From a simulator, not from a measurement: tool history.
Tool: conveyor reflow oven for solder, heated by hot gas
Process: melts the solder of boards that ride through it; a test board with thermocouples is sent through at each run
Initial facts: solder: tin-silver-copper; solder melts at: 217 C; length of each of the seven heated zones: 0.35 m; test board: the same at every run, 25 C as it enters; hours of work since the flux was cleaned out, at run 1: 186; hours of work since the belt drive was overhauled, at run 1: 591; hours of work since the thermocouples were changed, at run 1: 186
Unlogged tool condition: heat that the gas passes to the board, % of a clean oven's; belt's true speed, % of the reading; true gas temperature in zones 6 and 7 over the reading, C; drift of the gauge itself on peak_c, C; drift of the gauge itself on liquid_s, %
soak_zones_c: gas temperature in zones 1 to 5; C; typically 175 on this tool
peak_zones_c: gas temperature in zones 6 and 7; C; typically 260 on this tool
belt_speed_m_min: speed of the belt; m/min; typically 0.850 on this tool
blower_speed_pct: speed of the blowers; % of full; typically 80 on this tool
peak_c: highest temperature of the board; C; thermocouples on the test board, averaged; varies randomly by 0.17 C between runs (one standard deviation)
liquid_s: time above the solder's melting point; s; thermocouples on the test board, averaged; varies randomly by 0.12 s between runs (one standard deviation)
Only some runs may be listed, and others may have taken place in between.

| run | hour | soak_zones_c | peak_zones_c | belt_speed_m_min | blower_speed_pct | hours of work since the flux was cleaned out | hours of work since the belt drive was overhauled | hours of work since the thermocouples were changed | peak_c | liquid_s |
|---|---|---|---|---|---|---|---|---|---|---|
| 1 | 0.0 | 175 | 260 | 0.850 | 80 | 186 | 591 | 186 | 244.9 | 33.9 |
| 2 | 11.9 | 175 | 260 | 0.850 | 80 | 193 | 597 | 193 | 245.0 | 34.2 |
| 3 | 22.5 | 175 | 260 | 0.850 | 80 | 198 | 603 | 198 | 245.1 | 33.8 |
| 4 | 32.7 | 175 | 260 | 0.753 | 80 | 204 | 608 | 204 | 247.9 | 41.1 |
| 5 | 40.3 | 175 | 260 | 0.850 | 80 | 208 | 612 | 208 | 244.7 | 33.9 |
| 6 | 47.4 | 175 | 272 | 0.850 | 80 | 211 | 616 | 211 | 255.1 | 39.0 |
| 7 | 53.0 | 175 | 260 | 0.850 | 80 | 214 | 619 | 214 | 244.9 | 34.0 |
| 8 | 59.1 | 186 | 260 | 0.850 | 80 | 218 | 622 | 218 | 246.9 | 37.9 |
| 9 | 71.4 | 186 | 260 | 0.850 | 80 | 224 | 629 | 224 | 247.0 | 38.0 |
| 10 | 82.0 | 175 | 260 | 0.850 | 80 | 230 | 635 | 230 | 244.9 | 33.7 |
| 11 | 88.0 | 175 | 260 | 0.850 | 80 | 233 | 638 | 233 | 244.3 | 33.7 |
| 12 | 94.7 | 172 | 260 | 0.850 | 80 | 236 | 641 | 236 | 244.2 | 32.7 |
|  | 112.0 | flux residue cleaned out of gas plates and filters |
| 13 | 113.0 | 172 | 260 | 0.850 | 80 | 1 | 648 | 244 | 246.0 | 34.3 |
| 14 | 119.3 | 175 | 264 | 0.850 | 80 | 4 | 652 | 247 | 250.0 | 36.8 |
| 15 | 129.2 | 175 | 264 | 0.850 | 80 | 9 | 657 | 252 | 250.3 | 37.0 |
| 16 | 141.0 | 170 | 264 | 0.850 | 80 | 15 | 663 | 258 | 249.1 | 35.3 |
| 17 | 148.9 | 175 | 260 | 0.850 | 68 | 20 | 667 | 263 | 243.0 | 32.7 |
| 18 | 155.7 | 175 | 260 | 0.850 | 68 | 23 | 671 | 266 | 243.2 | 32.5 |
| 19 | 168.8 | 188 | 254 | 0.764 | 51 | 30 | 678 | 273 | 238.5 | 35.9 |
| 20 | 175.2 | 188 | 254 | 0.764 | 51 | 34 | 681 | 277 | 238.5 | 35.8 |
| 21 | 181.0 | 188 | 254 | 0.764 | 51 | 37 | 684 | 280 | 238.0 | 35.7 |
| 22 | 186.9 | 188 | 254 | 0.764 | 51 | 40 | 688 | 283 | 238.0 | 35.7 |
| 23 | 199.3 | 188 | 269 | 0.751 | 84 | 46 | 694 | 289 | 260.1 | 51.2 |
| 24 | 211.3 | 170 | 250 | 0.751 | 87 | 53 | 700 | 296 | 241.5 | 37.2 |
| 25 | 220.7 | 170 | 272 | 0.751 | 87 | 58 | 705 | 301 | 261.5 | 46.8 |
| 26 | 228.1 | 175 | 260 | 0.850 | 76 | 62 | 709 | 305 | 245.6 | 34.3 |
| 27 | 239.5 | 181 | 260 | 0.850 | 76 | 68 | 715 | 311 | 246.8 | 36.5 |
| 28 | 249.8 | 175 | 260 | 0.821 | 80 | 73 | 721 | 316 | 247.3 | 37.2 |
| 29 | 260.2 | 187 | 268 | 0.850 | 70 | 79 | 726 | 322 | 252.4 | 41.0 |
| 30 | 273.2 | 187 | 270 | 0.694 | 66 | 85 | 733 | 328 | 258.7 | 53.9 |
| 31 | 281.2 | 187 | 270 | 0.694 | 66 | 90 | 738 | 333 | 258.4 | 53.9 |
| 32 | 292.3 | 187 | 270 | 0.694 | 66 | 96 | 743 | 339 | 258.5 | 54.0 |

Alternative continuations, all from the tool just after run 32; predict every row:
| A | 301.7 | 170 | 270 | 0.694 | 66 | 101 | 748 | 344 | ? | ? |
| B | 301.7 | 187 | 249 | 0.863 | 66 | 101 | 748 | 344 | ? | ? |
| C | 301.7 | 165 | 275 | 1.010 | 80 | 101 | 748 | 344 | ? | ? |

| run | peak_c | liquid_s |
|---|---|---|
| A | 256.4 | 47.7 |
| B | 235.0 | 29.8 |
| C | 250.4 | 28.7 |
Without the tool's unlogged condition, the same runs would have read:
| run | peak_c | liquid_s |
|---|---|---|
| A | 255.8 | 46.3 |
| B | 234.5 | 28.7 |
| C | 250.0 | 27.9 |

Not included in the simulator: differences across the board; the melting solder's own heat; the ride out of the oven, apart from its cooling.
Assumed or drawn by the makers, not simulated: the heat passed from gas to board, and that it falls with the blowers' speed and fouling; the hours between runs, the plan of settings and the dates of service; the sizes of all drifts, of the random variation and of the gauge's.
